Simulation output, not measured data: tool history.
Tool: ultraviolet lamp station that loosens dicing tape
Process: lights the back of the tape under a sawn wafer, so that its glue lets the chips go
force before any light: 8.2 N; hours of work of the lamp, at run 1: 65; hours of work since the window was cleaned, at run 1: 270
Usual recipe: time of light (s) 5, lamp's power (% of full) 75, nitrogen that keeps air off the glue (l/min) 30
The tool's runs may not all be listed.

| run | day | time of light (s) | lamp's power (% of full) | nitrogen that keeps air off the glue (l/min) | hours of work of the lamp | hours of work since the window was cleaned | force that peels the tape off (N) | light that reached the tape (mJ/cm2) |
|---|---|---|---|---|---|---|---|---|
| 1 | 0.000 | 5 | 75 | 30 | 65 | 270 | 0.433 | 319 |
| 2 | 2.508 | 5 | 75 | 30 | 109 | 315 | 0.473 | 306 |
| 3 | 5.012 | 5 | 75 | 30 | 154 | 359 | 0.489 | 302 |
| 4 | 6.050 | 5 | 92 | 30 | 172 | 378 | 0.353 | 367 |
| 5 | 7.567 | 5 | 92 | 30 | 199 | 405 | 0.364 | 362 |
| 6 | 9.000 | 5 | 92 | 35 | 225 | 430 | 0.325 | 358 |
| 7 | 10.054 | 6 | 75 | 30 | 243 | 449 | 0.391 | 340 |
|  | 10.554 | window cleaned of glue's vapour |
| 8 | 12.462 | 3 | 75 | 30 | 286 | 34 | 1.533 | 160 |
| 9 | 13.771 | 3 | 75 | 30 | 309 | 57 | 1.570 | 157 |
| 10 | 15.258 | 5 | 75 | 18 | 336 | 84 | 0.988 | 254 |
| 11 | 17.071 | 5 | 75 | 18 | 368 | 116 | 1.014 | 253 |
| 12 | 19.517 | 5 | 75 | 18 | 411 | 159 | 1.080 | 243 |
|  | 21.212 | window cleaned of glue's vapour, once more |
| 13 | 21.308 | 5 | 75 | 21 | 443 | 2 | 0.635 | 296 |
| 14 | 22.592 | 5 | 75 | 30 | 465 | 24 | 0.520 | 297 |
| 15 | 24.875 | 5 | 75 | 30 | 506 | 65 | 0.522 | 287 |
| 16 | 27.017 | 5 | 75 | 30 | 544 | 103 | 0.551 | 283 |
| 17 | 28.446 | 5 | 75 | 30 | 570 | 129 | 0.561 | 278 |
| 18 | 29.983 | 5 | 75 | 30 | 597 | 156 | 0.569 | 277 |
| 19 | 31.004 | 5 | 75 | 30 | 615 | 174 | 0.557 | 272 |

What will run 20 give?
| 20 | 33.275 | 5 | 75 | 30 | 655 | 214 | ? | ? |

Logged for run 20: force that peels the tape off (N) 0.619, light that reached the tape (mJ/cm2) 261.
If the tool had no hidden condition, the same run with the same run-to-run variation would have returned force that peels the tape off (N) 0.392, light that reached the tape (mJ/cm2) 340.
